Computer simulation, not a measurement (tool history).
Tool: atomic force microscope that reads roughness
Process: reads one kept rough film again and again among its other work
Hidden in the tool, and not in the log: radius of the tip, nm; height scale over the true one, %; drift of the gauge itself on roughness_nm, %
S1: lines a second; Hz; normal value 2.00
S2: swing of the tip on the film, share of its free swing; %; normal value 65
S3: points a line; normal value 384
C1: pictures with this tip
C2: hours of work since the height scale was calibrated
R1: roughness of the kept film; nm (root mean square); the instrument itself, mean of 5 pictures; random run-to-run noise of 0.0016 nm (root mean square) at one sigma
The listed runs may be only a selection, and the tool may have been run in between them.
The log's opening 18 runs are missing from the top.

{"hour": 967.5, "done": "new tip fitted"}
{"hour": 999.7, "done": "height scale calibrated on a step standard, once more"}
{"run": 19, "hour": 1029.4, "S1": 0.59, "S2": 65, "S3": 384, "C1": 74, "C2": 21, "R1": 0.488}
{"run": 20, "hour": 1090.5, "S1": 2.0, "S2": 65, "S3": 275, "C1": 149, "C2": 64, "R1": 0.467}
{"run": 21, "hour": 1127.2, "S1": 2.0, "S2": 65, "S3": 275, "C1": 194, "C2": 90, "R1": 0.466}
{"hour": 1179.5, "done": "new tip fitted"}
{"run": 22, "hour": 1179.5, "S1": 2.0, "S2": 70, "S3": 384, "C1": 0, "C2": 127, "R1": 0.464}
{"run": 23, "hour": 1235.2, "S1": 2.0, "S2": 70, "S3": 384, "C1": 68, "C2": 166, "R1": 0.461}
{"run": 24, "hour": 1319.8, "S1": 2.0, "S2": 65, "S3": 518, "C1": 172, "C2": 226, "R1": 0.468}
{"run": 25, "hour": 1380.0, "S1": 1.84, "S2": 65, "S3": 518, "C1": 245, "C2": 269, "R1": 0.469}
{"hour": 1394.3, "done": "new tip fitted"}
{"run": 26, "hour": 1456.2, "S1": 2.0, "S2": 65, "S3": 384, "C1": 76, "C2": 322, "R1": 0.469}
{"run": 27, "hour": 1521.0, "S1": 2.0, "S2": 65, "S3": 384, "C1": 155, "C2": 368, "R1": 0.465}
{"run": 28, "hour": 1590.6, "S1": 3.91, "S2": 76, "S3": 384, "C1": 240, "C2": 417, "R1": 0.407}
{"hour": 1609.0, "done": "new tip fitted"}
{"run": 29, "hour": 1633.5, "S1": 3.03, "S2": 76, "S3": 664, "C1": 30, "C2": 447, "R1": 0.428}

The next listed run, before its measurement:
{"run": 30, "hour": 1693.1, "S1": 2.0, "S2": 65, "S3": 418, "C1": 103, "C2": 489, "R1": "?"}

{"run 30": {"R1": 0.465}}
On a tool with no hidden condition, and with the same random variation, this run would have come out at R1 0.468 nm (root mean square).
